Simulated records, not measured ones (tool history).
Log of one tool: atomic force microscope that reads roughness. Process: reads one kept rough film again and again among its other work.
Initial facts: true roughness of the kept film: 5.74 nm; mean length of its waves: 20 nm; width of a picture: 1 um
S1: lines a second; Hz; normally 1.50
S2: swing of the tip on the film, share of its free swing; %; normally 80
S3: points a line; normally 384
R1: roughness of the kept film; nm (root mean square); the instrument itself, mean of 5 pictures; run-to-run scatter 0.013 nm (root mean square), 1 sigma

run	hour	S1	S2	S3	R1
1	0.0	1.50	80	384	1.953
2	16.1	1.50	80	384	1.811
3	25.8	1.50	80	384	1.750
4	41.2	1.50	80	857	1.664
5	49.5	1.50	80	857	1.613
6	61.8	1.50	80	414	1.527
7	70.4	1.50	80	414	1.478
8	85.2	1.50	80	414	1.415
9	101.9	2.16	80	384	1.251
# hour 105.0: new tip fitted
10	110.8	2.16	80	384	2.711
11	128.1	0.63	80	384	2.784
12	142.4	1.50	80	265	2.289
13	155.3	1.50	80	934	2.206
14	164.5	1.50	80	934	2.115
15	182.6	1.50	80	384	1.914
16	199.8	0.72	83	484	1.908
17	214.3	1.91	88	490	1.515
18	227.4	1.91	88	490	1.448
19	240.4	0.99	80	455	1.607
20	254.1	1.50	65	384	1.564
21	271.5	1.50	66	303	1.473
22	281.5	1.50	66	303	1.427
# hour 296.3: new tip fitted
23	299.7	1.50	75	384	3.086
24	310.6	1.50	75	384	2.867
25	328.0	2.04	70	296	2.554
26	342.9	2.97	62	577	2.426
27	354.8	1.48	62	967	2.391
28	363.5	2.54	81	257	1.818
29	379.8	2.54	78	293	1.741

Had the tool no unlogged condition, and each run kept its random variation, what would the results have been?
Hidden conditions of the tool in this case: radius of the tip, nm; height scale over the true one, %; drift of the gauge itself on roughness_nm, %.
run	R1
1	3.104
2	3.089
3	3.113
4	3.148
5	3.142
6	3.111
7	3.109
8	3.126
9	2.922
10	2.949
11	3.378
12	3.034
13	3.137
14	3.149
15	3.097
16	3.316
17	2.795
18	2.815
19	3.294
20	3.357
21	3.324
22	3.320
23	3.190
24	3.185
25	3.166
26	3.284
27	3.451
28	2.745
29	2.838
